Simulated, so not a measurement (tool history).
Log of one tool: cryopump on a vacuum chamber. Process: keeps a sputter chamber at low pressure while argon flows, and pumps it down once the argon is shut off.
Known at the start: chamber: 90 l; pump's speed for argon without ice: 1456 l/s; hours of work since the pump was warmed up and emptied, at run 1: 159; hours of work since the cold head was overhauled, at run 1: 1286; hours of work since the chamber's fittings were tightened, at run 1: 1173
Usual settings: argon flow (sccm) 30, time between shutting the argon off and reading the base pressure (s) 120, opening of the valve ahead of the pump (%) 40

run,day,argon flow (sccm),time between shutting the argon off and reading the base pressure (s),opening of the valve ahead of the pump (%),hours of work since the pump was warmed up and emptied,hours of work since the cold head was overhauled,hours of work since the chamber's fittings were tightened,pressure while argon flows (Pa),pressure after the wait (uPa)
1,0.000,30,120,40,159,1286,1173,0.0907,1.47
2,2.017,30,120,40,188,1314,1201,0.0918,1.55
3,5.262,30,120,40,233,1360,1247,0.0926,1.54
4,7.579,30,120,40,266,1393,1280,0.0934,1.70
5,9.821,30,120,40,298,1425,1312,0.0942,1.68
6,11.646,30,192,40,324,1450,1337,0.0946,1.60
7,13.654,30,192,40,352,1479,1366,0.0948,1.65
8,15.579,30,192,40,379,1506,1393,0.0968,1.70
9,19.504,30,120,40,435,1562,1448,0.0978,1.93
10,22.475,48,92,35,477,1604,1490,0.1784,2.20
11,24.300,30,21,43,503,1629,1516,0.0931,3.66
# day 25.629: pump warmed up, emptied and cooled again
12,28.517,22,288,28,41,1686,1573,0.0921,1.52
13,32.021,31,57,50,90,1736,1622,0.0729,2.12
14,35.617,31,57,50,141,1786,1673,0.0759,2.16

Run 15 comes next. What will it give?
15,37.300,41,57,24,165,1810,1697,?,?

{"run 15": {"pressure while argon flows (Pa)": 0.2038, "pressure after the wait (uPa)": 2.24}}
Without the tool's hidden state the same run would have given pressure while argon flows (Pa) 0.1982, pressure after the wait (uPa) 0.90.
